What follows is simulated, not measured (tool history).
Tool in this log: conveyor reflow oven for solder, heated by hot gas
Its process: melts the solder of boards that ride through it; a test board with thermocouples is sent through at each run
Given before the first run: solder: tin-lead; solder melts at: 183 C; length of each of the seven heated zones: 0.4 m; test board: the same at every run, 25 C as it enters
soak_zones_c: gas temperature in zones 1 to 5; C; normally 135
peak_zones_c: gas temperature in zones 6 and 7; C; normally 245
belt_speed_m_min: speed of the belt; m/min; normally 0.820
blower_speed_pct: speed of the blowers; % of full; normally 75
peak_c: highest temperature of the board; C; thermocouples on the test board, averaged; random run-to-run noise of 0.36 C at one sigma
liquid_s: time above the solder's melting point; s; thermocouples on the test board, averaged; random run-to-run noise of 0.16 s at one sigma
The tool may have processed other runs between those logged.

Run 1, day 0.000: usual settings. Result: peak_c 225.3 C, liquid_s 47.2 s.
At day 0.738: belt drive overhauled, speed set with a stopwatch.
Run 2, day 2.712: usual settings. Result: peak_c 225.1 C, liquid_s 47.2 s.
Run 3, day 5.138: usual settings. Result: peak_c 225.3 C, liquid_s 47.4 s.
At day 7.471: thermocouples of zones 6 and 7 changed.
Run 4, day 7.962: usual settings but soak_zones_c 124 C. Result: peak_c 223.3 C, liquid_s 43.7 s.
Run 5, day 9.108: usual settings but soak_zones_c 124 C. Result: peak_c 223.5 C, liquid_s 43.7 s.
Run 6, day 11.325: usual settings but peak_zones_c 244 C. Result: peak_c 224.9 C, liquid_s 46.8 s.
At day 13.046: flux residue cleaned out of gas plates and filters.
Run 7, day 14.046: usual settings but peak_zones_c 244 C. Result: peak_c 225.0 C, liquid_s 47.0 s.
Run 8, day 15.217: usual settings but soak_zones_c 138 C. Result: peak_c 226.4 C, liquid_s 48.5 s.
Run 9, day 16.375: usual settings. Result: peak_c 225.4 C, liquid_s 47.6 s.
Run 10, day 18.954: usual settings. Result: peak_c 225.2 C, liquid_s 47.1 s.
Run 11, day 21.646: usual settings. Result: peak_c 225.3 C, liquid_s 47.3 s.
Run 12, day 24.388: usual settings. Result: peak_c 225.6 C, liquid_s 47.3 s.
At day 26.067: flux residue cleaned out of gas plates and filters.
Run 13, day 26.338: usual settings. Result: peak_c 225.8 C, liquid_s 47.3 s.
Run 14, day 28.225: usual settings but blower_speed_pct 56 % of full. Result: peak_c 221.2 C, liquid_s 44.7 s.
Run 15, day 29.650: usual settings. Result: peak_c 225.7 C, liquid_s 47.1 s.
Run 16, day 32.062: usual settings. Result: peak_c 224.8 C, liquid_s 47.7 s.
Run 17, day 33.312: usual settings but soak_zones_c 144 C, peak_zones_c 252 C, blower_speed_pct 62 % of full. Result: peak_c 230.4 C, liquid_s 52.0 s.
Run 18, day 35.204: usual settings but peak_zones_c 254 C. Result: peak_c 232.9 C, liquid_s 50.9 s.
Run 19, day 36.600: usual settings but peak_zones_c 254 C. Result: peak_c 233.6 C, liquid_s 50.8 s.
Run 20, day 37.733: usual settings but peak_zones_c 247 C, belt_speed_m_min 0.855 m/min, blower_speed_pct 65 % of full. Result: peak_c 223.8 C, liquid_s 44.0 s.
At day 39.142: flux residue cleaned out of gas plates and filters.
Run 21, day 39.738: usual settings but peak_zones_c 247 C, belt_speed_m_min 0.855 m/min, blower_speed_pct 65 % of full. Result: peak_c 223.1 C, liquid_s 44.2 s.
Run 22, day 42.021: usual settings but peak_zones_c 247 C, belt_speed_m_min 0.855 m/min, blower_speed_pct 65 % of full. Result: peak_c 223.0 C, liquid_s 44.3 s.
Run 23, day 44.538: usual settings but soak_zones_c 142 C, belt_speed_m_min 0.768 m/min. Result: peak_c 228.8 C, liquid_s 54.3 s.
Run 24, day 47.333: usual settings but soak_zones_c 121 C, blower_speed_pct 56 % of full. Result: peak_c 218.7 C, liquid_s 39.3 s.
Run 25, day 48.771: usual settings but soak_zones_c 132 C, blower_speed_pct 56 % of full. Result: peak_c 220.7 C, liquid_s 43.7 s.
At day 49.254: thermocouples of zones 6 and 7 changed.
Run 26, day 50.879: usual settings but soak_zones_c 136 C, blower_speed_pct 52 % of full. Result: peak_c 220.0 C, liquid_s 44.2 s.
At day 52.258: flux residue cleaned out of gas plates and filters.
Run 27, day 53.579: usual settings but soak_zones_c 136 C, peak_zones_c 244 C, blower_speed_pct 52 % of full. Result: peak_c 219.3 C, liquid_s 43.6 s.
Run 28, day 55.717: usual settings but peak_zones_c 250 C, blower_speed_pct 52 % of full. Result: peak_c 224.3 C, liquid_s 46.7 s.
Run 29, day 57.538: usual settings but soak_zones_c 129 C, peak_zones_c 253 C, belt_speed_m_min 0.793 m/min, blower_speed_pct 64 % of full. Result: peak_c 230.7 C, liquid_s 49.8 s.

Here are 4 independent what-if runs from the current tool condition. What would each one return?
Run A, day 59.175: usual settings but peak_zones_c 253 C, belt_speed_m_min 0.717 m/min. Result: peak_c ?, liquid_s ?.
Run B, day 59.175: usual settings but belt_speed_m_min 0.930 m/min, blower_speed_pct 55 % of full. Result: peak_c ?, liquid_s ?.
Run C, day 59.175: usual settings but soak_zones_c 129 C, peak_zones_c 241 C, belt_speed_m_min 0.793 m/min, blower_speed_pct 66 % of full. Result: peak_c ?, liquid_s ?.
Run D, day 59.175: usual settings but soak_zones_c 131 C, belt_speed_m_min 0.762 m/min, blower_speed_pct 90 % of full. Result: peak_c ?, liquid_s ?.

run  peak_c  liquid_s
  A   237.2      60.0
  B   215.5      35.6
  C   220.5      44.5
  D   229.4      52.4
What these runs would have given with no unlogged condition in the tool:
run  peak_c  liquid_s
  A   237.3      60.0
  B   215.6      35.7
  C   220.6      44.6
  D   229.5      52.4
